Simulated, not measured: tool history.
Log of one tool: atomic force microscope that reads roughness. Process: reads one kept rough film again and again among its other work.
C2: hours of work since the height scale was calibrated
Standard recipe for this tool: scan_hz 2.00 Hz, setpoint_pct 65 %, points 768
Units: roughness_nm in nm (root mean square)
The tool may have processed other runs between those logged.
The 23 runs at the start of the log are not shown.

run 24 hour=225.7 | scan_hz=3.44 setpoint_pct=70 points=501 | pictures_with_this_tip=46 C2=302 | roughness_nm=2.465
run 25 hour=232.9 | scan_hz=0.73 setpoint_pct=65 points=452 | pictures_with_this_tip=56 C2=305 | roughness_nm=2.853
run 26 hour=241.0 | scan_hz=0.94 setpoint_pct=86 points=1000 | pictures_with_this_tip=68 C2=308 | roughness_nm=2.628
run 27 hour=252.6 | scan_hz=2.28 setpoint_pct=62 points=737 | pictures_with_this_tip=84 C2=313 | roughness_nm=2.744
run 28 hour=260.6 | scan_hz=1.76 setpoint_pct=55 points=785 | pictures_with_this_tip=96 C2=316 | roughness_nm=2.869
run 29 hour=270.3 | scan_hz=0.52 setpoint_pct=57 points=465 | pictures_with_this_tip=109 C2=321 | roughness_nm=2.888
run 30 hour=277.6 | scan_hz=0.52 setpoint_pct=57 points=465 | pictures_with_this_tip=120 C2=324 | roughness_nm=2.913
run 31 hour=288.9 | scan_hz=2.24 setpoint_pct=65 points=768 | pictures_with_this_tip=136 C2=329 | roughness_nm=2.676
run 32 hour=298.7 | scan_hz=2.24 setpoint_pct=65 points=768 | pictures_with_this_tip=149 C2=333 | roughness_nm=2.669
run 33 hour=310.8 | scan_hz=1.63 setpoint_pct=77 points=925 | pictures_with_this_tip=167 C2=338 | roughness_nm=2.596
run 34 hour=316.5 | scan_hz=1.82 setpoint_pct=80 points=338 | pictures_with_this_tip=175 C2=340 | roughness_nm=2.494
run 35 hour=326.5 | scan_hz=3.50 setpoint_pct=76 points=369 | pictures_with_this_tip=189 C2=345 | roughness_nm=2.290
run 36 hour=338.1 | scan_hz=3.50 setpoint_pct=76 points=369 | pictures_with_this_tip=205 C2=350 | roughness_nm=2.291
run 37 hour=344.8 | scan_hz=1.90 setpoint_pct=81 points=304 | pictures_with_this_tip=215 C2=353 | roughness_nm=2.445

Below are 5 alternative next runs, each starting from the tool's condition after run 37. Predict each:
run A hour=355.9 | scan_hz=1.90 setpoint_pct=81 points=667 | pictures_with_this_tip=230 C2=357 | roughness_nm=?
run B hour=355.9 | scan_hz=0.78 setpoint_pct=69 points=432 | pictures_with_this_tip=230 C2=357 | roughness_nm=?
run C hour=355.9 | scan_hz=1.90 setpoint_pct=83 points=304 | pictures_with_this_tip=230 C2=357 | roughness_nm=?
run D hour=355.9 | scan_hz=3.59 setpoint_pct=59 points=304 | pictures_with_this_tip=230 C2=357 | roughness_nm=?
run E hour=355.9 | scan_hz=2.65 setpoint_pct=81 points=304 | pictures_with_this_tip=230 C2=357 | roughness_nm=?

run=A roughness_nm=2.450
run=B roughness_nm=2.807
run=C roughness_nm=2.403
run=D roughness_nm=2.660
run=E roughness_nm=2.292
With no hidden state in the tool, these same runs would have given:
run=A roughness_nm=2.461
run=B roughness_nm=2.818
run=C roughness_nm=2.413
run=D roughness_nm=2.670
run=E roughness_nm=2.301
